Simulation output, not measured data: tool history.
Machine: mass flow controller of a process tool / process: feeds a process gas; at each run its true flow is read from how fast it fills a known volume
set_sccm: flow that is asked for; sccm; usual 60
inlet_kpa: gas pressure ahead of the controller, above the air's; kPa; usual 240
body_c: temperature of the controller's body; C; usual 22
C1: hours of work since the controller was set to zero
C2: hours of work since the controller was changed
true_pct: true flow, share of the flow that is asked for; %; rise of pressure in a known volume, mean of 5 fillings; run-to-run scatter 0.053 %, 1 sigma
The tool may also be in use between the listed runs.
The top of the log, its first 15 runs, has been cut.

run 16 hour=2209.9 | set_sccm=60 inlet_kpa=240 body_c=22 | C1=1943 C2=1943 | true_pct=99.26
run 17 hour=2397.6 | set_sccm=60 inlet_kpa=240 body_c=22 | C1=2071 C2=2071 | true_pct=99.42
run 18 hour=2513.4 | set_sccm=60 inlet_kpa=240 body_c=22 | C1=2150 C2=2150 | true_pct=99.38
run 19 hour=2635.5 | set_sccm=60 inlet_kpa=240 body_c=22 | C1=2234 C2=2234 | true_pct=99.32
run 20 hour=2768.5 | set_sccm=60 inlet_kpa=240 body_c=22 | C1=2324 C2=2324 | true_pct=99.39
run 21 hour=2880.6 | set_sccm=10 inlet_kpa=157 body_c=29 | C1=2401 C2=2401 | true_pct=100.34
run 22 hour=2990.5 | set_sccm=10 inlet_kpa=157 body_c=29 | C1=2476 C2=2476 | true_pct=100.29
run 23 hour=3165.2 | set_sccm=34 inlet_kpa=240 body_c=22 | C1=2595 C2=2595 | true_pct=99.23
run 24 hour=3248.5 | set_sccm=31 inlet_kpa=240 body_c=22 | C1=2652 C2=2652 | true_pct=99.16
run 25 hour=3443.1 | set_sccm=89 inlet_kpa=240 body_c=22 | C1=2785 C2=2785 | true_pct=99.65
run 26 hour=3600.7 | set_sccm=16 inlet_kpa=240 body_c=37 | C1=2893 C2=2893 | true_pct=100.38
run 27 hour=3715.8 | set_sccm=13 inlet_kpa=240 body_c=36 | C1=2971 C2=2971 | true_pct=100.72
run 28 hour=3824.3 | set_sccm=24 inlet_kpa=240 body_c=34 | C1=3045 C2=3045 | true_pct=99.95
run 29 hour=3907.0 | set_sccm=41 inlet_kpa=161 body_c=22 | C1=3102 C2=3102 | true_pct=99.03
run 30 hour=4088.7 | set_sccm=22 inlet_kpa=240 body_c=32 | C1=3226 C2=3226 | true_pct=99.93
run 31 hour=4256.9 | set_sccm=22 inlet_kpa=240 body_c=32 | C1=3340 C2=3340 | true_pct=99.98
run 32 hour=4425.1 | set_sccm=27 inlet_kpa=240 body_c=20 | C1=3455 C2=3455 | true_pct=99.21
run 33 hour=4597.9 | set_sccm=11 inlet_kpa=158 body_c=32 | C1=3573 C2=3573 | true_pct=100.91
run 34 hour=4702.5 | set_sccm=60 inlet_kpa=165 body_c=23 | C1=3645 C2=3645 | true_pct=99.28
run 35 hour=4870.6 | set_sccm=60 inlet_kpa=165 body_c=23 | C1=3759 C2=3759 | true_pct=99.39
run 36 hour=4951.5 | set_sccm=13 inlet_kpa=157 body_c=23 | C1=3815 C2=3815 | true_pct=100.23
run 37 hour=5108.5 | set_sccm=13 inlet_kpa=157 body_c=23 | C1=3922 C2=3922 | true_pct=100.26
run 38 hour=5279.5 | set_sccm=77 inlet_kpa=153 body_c=34 | C1=4039 C2=4039 | true_pct=99.93
run 39 hour=5401.8 | set_sccm=21 inlet_kpa=210 body_c=21 | C1=4122 C2=4122 | true_pct=99.62

4 options for the next run, each taken on its own from the tool as it stands now. Forecast them:
run A hour=5534.9 | set_sccm=21 inlet_kpa=241 body_c=39 | C1=4213 C2=4213 | true_pct=?
run B hour=5534.9 | set_sccm=10 inlet_kpa=222 body_c=22 | C1=4213 C2=4213 | true_pct=?
run C hour=5534.9 | set_sccm=21 inlet_kpa=210 body_c=24 | C1=4213 C2=4213 | true_pct=?
run D hour=5534.9 | set_sccm=13 inlet_kpa=270 body_c=30 | C1=4213 C2=4213 | true_pct=?

run=A true_pct=100.60
run=B true_pct=101.07
run=C true_pct=99.74
run=D true_pct=100.95
Without the tool's unlogged condition, the same runs would have read:
run=A true_pct=99.66
run=B true_pct=98.56
run=C true_pct=98.80
run=D true_pct=99.13
